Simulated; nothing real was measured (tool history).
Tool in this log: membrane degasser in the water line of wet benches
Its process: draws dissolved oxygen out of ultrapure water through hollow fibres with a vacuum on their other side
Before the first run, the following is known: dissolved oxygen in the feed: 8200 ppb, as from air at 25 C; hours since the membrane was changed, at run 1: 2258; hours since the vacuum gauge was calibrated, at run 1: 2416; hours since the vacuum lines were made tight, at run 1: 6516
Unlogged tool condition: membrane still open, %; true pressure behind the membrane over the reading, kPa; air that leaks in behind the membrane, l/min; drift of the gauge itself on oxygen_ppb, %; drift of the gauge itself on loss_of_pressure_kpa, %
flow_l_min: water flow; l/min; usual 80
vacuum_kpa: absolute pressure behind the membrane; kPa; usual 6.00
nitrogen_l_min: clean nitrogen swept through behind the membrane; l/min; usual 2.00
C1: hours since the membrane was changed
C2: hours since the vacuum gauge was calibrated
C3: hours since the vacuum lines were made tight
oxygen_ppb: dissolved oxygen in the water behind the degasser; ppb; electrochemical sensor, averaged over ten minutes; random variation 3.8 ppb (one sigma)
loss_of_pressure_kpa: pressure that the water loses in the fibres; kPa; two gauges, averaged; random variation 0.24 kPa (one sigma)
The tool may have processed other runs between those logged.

Run 1, day 0.000: usual settings; C1 2258; C2 2416; C3 6516. Result: oxygen_ppb 390.0 ppb, loss_of_pressure_kpa 64.25 kPa.
Run 2, day 2.462: usual settings but vacuum_kpa 13.53 kPa; C1 2317; C2 2475; C3 6575. Result: oxygen_ppb 909.9 ppb, loss_of_pressure_kpa 64.68 kPa.
Run 3, day 4.008: usual settings but vacuum_kpa 13.53 kPa; C1 2354; C2 2512; C3 6612. Result: oxygen_ppb 918.9 ppb, loss_of_pressure_kpa 64.36 kPa.
Run 4, day 6.238: usual settings but vacuum_kpa 13.53 kPa; C1 2408; C2 2565; C3 6666. Result: oxygen_ppb 922.8 ppb, loss_of_pressure_kpa 64.86 kPa.
Run 5, day 7.379: usual settings but vacuum_kpa 13.53 kPa; C1 2435; C2 2593; C3 6693. Result: oxygen_ppb 902.0 ppb, loss_of_pressure_kpa 64.87 kPa.
Run 6, day 9.217: usual settings but nitrogen_l_min 1.31 l/min; C1 2479; C2 2637; C3 6737. Result: oxygen_ppb 468.8 ppb, loss_of_pressure_kpa 64.74 kPa.
Run 7, day 11.629: usual settings; C1 2537; C2 2695; C3 6795. Result: oxygen_ppb 387.4 ppb, loss_of_pressure_kpa 64.34 kPa.
Run 8, day 13.883: usual settings; C1 2591; C2 2749; C3 6849. Result: oxygen_ppb 390.6 ppb, loss_of_pressure_kpa 64.58 kPa.
Run 9, day 15.262: usual settings; C1 2624; C2 2782; C3 6882. Result: oxygen_ppb 387.5 ppb, loss_of_pressure_kpa 64.54 kPa.
Run 10, day 17.483: usual settings; C1 2678; C2 2835; C3 6936. Result: oxygen_ppb 391.9 ppb, loss_of_pressure_kpa 65.01 kPa.
Run 11, day 19.588: usual settings; C1 2728; C2 2886; C3 6986. Result: oxygen_ppb 388.2 ppb, loss_of_pressure_kpa 64.55 kPa.
Run 12, day 21.288: usual settings but nitrogen_l_min 2.09 l/min; C1 2769; C2 2927; C3 7027. Result: oxygen_ppb 381.0 ppb, loss_of_pressure_kpa 64.65 kPa.
Run 13, day 22.454: usual settings but vacuum_kpa 5.31 kPa; C1 2797; C2 2955; C3 7055. Result: oxygen_ppb 332.7 ppb, loss_of_pressure_kpa 64.89 kPa.
Run 14, day 24.212: usual settings but vacuum_kpa 5.31 kPa; C1 2839; C2 2997; C3 7097. Result: oxygen_ppb 336.5 ppb, loss_of_pressure_kpa 65.02 kPa.
Run 15, day 25.454: usual settings but flow_l_min 58 l/min, vacuum_kpa 5.31 kPa, nitrogen_l_min 1.31 l/min; C1 2869; C2 3027; C3 7127. Result: oxygen_ppb 280.4 ppb, loss_of_pressure_kpa 47.12 kPa.
Run 16, day 27.529: usual settings but flow_l_min 110 l/min, vacuum_kpa 9.25 kPa, nitrogen_l_min 5.46 l/min; C1 2919; C2 3076; C3 7177. Result: oxygen_ppb 525.5 ppb, loss_of_pressure_kpa 90.03 kPa.
Run 17, day 29.979: usual settings but flow_l_min 68 l/min, vacuum_kpa 9.25 kPa, nitrogen_l_min 1.43 l/min; C1 2978; C2 3135; C3 7235. Result: oxygen_ppb 642.5 ppb, loss_of_pressure_kpa 55.51 kPa.
Run 18, day 31.900: usual settings but vacuum_kpa 3.97 kPa; C1 3024; C2 3181; C3 7282. Result: oxygen_ppb 233.9 ppb, loss_of_pressure_kpa 65.49 kPa.
Run 19, day 34.108: usual settings but vacuum_kpa 3.97 kPa; C1 3077; C2 3234; C3 7335. Result: oxygen_ppb 230.0 ppb, loss_of_pressure_kpa 65.09 kPa.
Run 20, day 35.121: usual settings but flow_l_min 63 l/min, vacuum_kpa 13.28 kPa, nitrogen_l_min 1.25 l/min; C1 3101; C2 3259; C3 7359. Result: oxygen_ppb 978.6 ppb, loss_of_pressure_kpa 51.57 kPa.
Run 21, day 37.575: usual settings but flow_l_min 97 l/min, vacuum_kpa 3.80 kPa, nitrogen_l_min 1.35 l/min; C1 3160; C2 3318; C3 7418. Result: oxygen_ppb 304.4 ppb, loss_of_pressure_kpa 79.36 kPa.
Run 22, day 38.708: usual settings but flow_l_min 106 l/min, vacuum_kpa 14.51 kPa, nitrogen_l_min 1.35 l/min; C1 3187; C2 3345; C3 7445. Result: oxygen_ppb 1524.7 ppb, loss_of_pressure_kpa 86.82 kPa.
Run 23, day 40.079: usual settings but flow_l_min 51 l/min, vacuum_kpa 14.51 kPa, nitrogen_l_min 3.24 l/min; C1 3220; C2 3378; C3 7478. Result: oxygen_ppb 459.7 ppb, loss_of_pressure_kpa 41.77 kPa.
Run 24, day 41.738: usual settings but flow_l_min 51 l/min, vacuum_kpa 13.50 kPa, nitrogen_l_min 3.24 l/min; C1 3260; C2 3417; C3 7518. Result: oxygen_ppb 427.3 ppb, loss_of_pressure_kpa 41.42 kPa.
Run 25, day 44.129: usual settings but flow_l_min 51 l/min, vacuum_kpa 13.50 kPa, nitrogen_l_min 5.02 l/min; C1 3317; C2 3475; C3 7575. Result: oxygen_ppb 310.8 ppb, loss_of_pressure_kpa 42.18 kPa.
Run 26, day 46.517: usual settings but flow_l_min 82 l/min, vacuum_kpa 11.96 kPa; C1 3374; C2 3532; C3 7632. Result: oxygen_ppb 831.4 ppb, loss_of_pressure_kpa 67.38 kPa.
Run 27, day 48.958: usual settings but flow_l_min 82 l/min, vacuum_kpa 11.96 kPa; C1 3433; C2 3591; C3 7691. Result: oxygen_ppb 816.8 ppb, loss_of_pressure_kpa 67.20 kPa.
Run 28, day 50.758: usual settings but flow_l_min 82 l/min, vacuum_kpa 11.96 kPa; C1 3476; C2 3634; C3 7734. Result: oxygen_ppb 827.8 ppb, loss_of_pressure_kpa 67.29 kPa.

For each run, the measured value with the value that run would have given without the tool's hidden condition subtracted. The run-to-run variation is shared by both, the gauge scatter possibly not:
run  loss_of_pressure_kpa
  1                 +0.02
  2                 +0.07
  3                 +0.10
  4                 +0.16
  5                 +0.18
  6                 +0.23
  7                 +0.29
  8                 +0.34
  9                 +0.37
 10                 +0.42
 11                 +0.47
 12                 +0.51
 13                 +0.53
 14                 +0.58
 15                 +0.44
 16                 +0.91
 17                 +0.61
 18                 +0.76
 19                 +0.80
 20                 +0.65
 21                 +1.08
 22                 +1.21
 23                 +0.60
 24                 +0.62
 25                 +0.66
 26                 +1.13
 27                 +1.18
 28                 +1.22
oxygen_ppb: differs from the measured result by no more than 0.5 ppb in any run.

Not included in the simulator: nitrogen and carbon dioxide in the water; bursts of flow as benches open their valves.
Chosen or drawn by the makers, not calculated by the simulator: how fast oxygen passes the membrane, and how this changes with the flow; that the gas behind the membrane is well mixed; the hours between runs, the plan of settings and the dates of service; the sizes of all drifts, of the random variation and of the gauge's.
